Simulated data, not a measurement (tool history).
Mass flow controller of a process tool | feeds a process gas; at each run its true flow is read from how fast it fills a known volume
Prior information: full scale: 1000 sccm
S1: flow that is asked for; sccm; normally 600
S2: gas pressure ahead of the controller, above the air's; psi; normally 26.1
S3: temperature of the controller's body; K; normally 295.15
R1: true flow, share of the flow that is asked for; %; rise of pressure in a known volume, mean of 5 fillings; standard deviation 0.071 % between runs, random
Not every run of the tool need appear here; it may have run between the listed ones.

{"run": 1, "hour": 0.0, "S1": 600, "S2": 26.1, "S3": 295.15, "R1": 97.62}
{"run": 2, "hour": 185.8, "S1": 600, "S2": 26.1, "S3": 295.15, "R1": 97.63}
{"run": 3, "hour": 272.2, "S1": 600, "S2": 26.1, "S3": 295.15, "R1": 97.63}
{"run": 4, "hour": 385.7, "S1": 600, "S2": 26.1, "S3": 295.15, "R1": 97.58}
{"run": 5, "hour": 480.7, "S1": 600, "S2": 22.6, "S3": 295.15, "R1": 97.34}
{"run": 6, "hour": 637.0, "S1": 600, "S2": 26.4, "S3": 295.15, "R1": 97.46}
{"run": 7, "hour": 725.6, "S1": 600, "S2": 26.1, "S3": 295.15, "R1": 97.29}
{"run": 8, "hour": 918.1, "S1": 600, "S2": 26.1, "S3": 295.15, "R1": 97.4}
{"run": 9, "hour": 1042.3, "S1": 600, "S2": 26.1, "S3": 300.15, "R1": 97.66}
{"run": 10, "hour": 1210.4, "S1": 600, "S2": 26.1, "S3": 295.15, "R1": 97.24}
{"run": 11, "hour": 1412.2, "S1": 600, "S2": 26.1, "S3": 295.15, "R1": 97.21}
{"run": 12, "hour": 1495.6, "S1": 807, "S2": 26.1, "S3": 295.15, "R1": 97.65}
{"run": 13, "hour": 1591.6, "S1": 600, "S2": 26.1, "S3": 295.15, "R1": 97.2}
{"run": 14, "hour": 1675.1, "S1": 600, "S2": 26.1, "S3": 295.15, "R1": 96.53}
{"run": 15, "hour": 1840.0, "S1": 600, "S2": 26.1, "S3": 298.15, "R1": 96.61}
{"run": 16, "hour": 1958.3, "S1": 270, "S2": 23.5, "S3": 302.15, "R1": 93.87}
{"run": 17, "hour": 2093.1, "S1": 270, "S2": 38.9, "S3": 302.15, "R1": 94.27}
{"run": 18, "hour": 2195.9, "S1": 552, "S2": 26.1, "S3": 295.15, "R1": 96.26}
{"run": 19, "hour": 2338.3, "S1": 143, "S2": 26.1, "S3": 295.15, "R1": 88.85}
{"run": 20, "hour": 2502.6, "S1": 143, "S2": 26.1, "S3": 295.15, "R1": 97.79}
{"run": 21, "hour": 2594.8, "S1": 143, "S2": 36.0, "S3": 295.15, "R1": 98.08}
{"run": 22, "hour": 2732.7, "S1": 600, "S2": 39.6, "S3": 295.15, "R1": 98.83}
{"run": 23, "hour": 2875.5, "S1": 283, "S2": 39.6, "S3": 295.15, "R1": 98.45}
{"run": 24, "hour": 3043.2, "S1": 286, "S2": 30.7, "S3": 295.15, "R1": 98.01}
{"run": 25, "hour": 3131.8, "S1": 179, "S2": 24.1, "S3": 304.15, "R1": 97.73}
{"run": 26, "hour": 3301.7, "S1": 179, "S2": 24.1, "S3": 304.15, "R1": 97.74}
{"run": 27, "hour": 3394.2, "S1": 179, "S2": 24.1, "S3": 304.15, "R1": 97.73}

Taken out of this log: 2 entries between the listed runs. Where each belongs, and how the hidden state differs across it:
Between runs 13 and 14: controller's zero set anew (hour 1606.5)
  flow at rest that the sensor doesn't see, % of full scale: -0.868 -> -1.247; true flow over the shown one, %: -0.84 -> -0.85
  measured minus no-state result, R1: -2.29 -> -2.93 %
Between runs 19 and 20: controller's zero set anew, once more (hour 2350.0)
  flow at rest that the sensor doesn't see, % of full scale: -1.328 -> -0.04; true flow over the shown one, %: -0.92 -> -0.94
  measured minus no-state result, R1: -10.21 -> -1.22 %
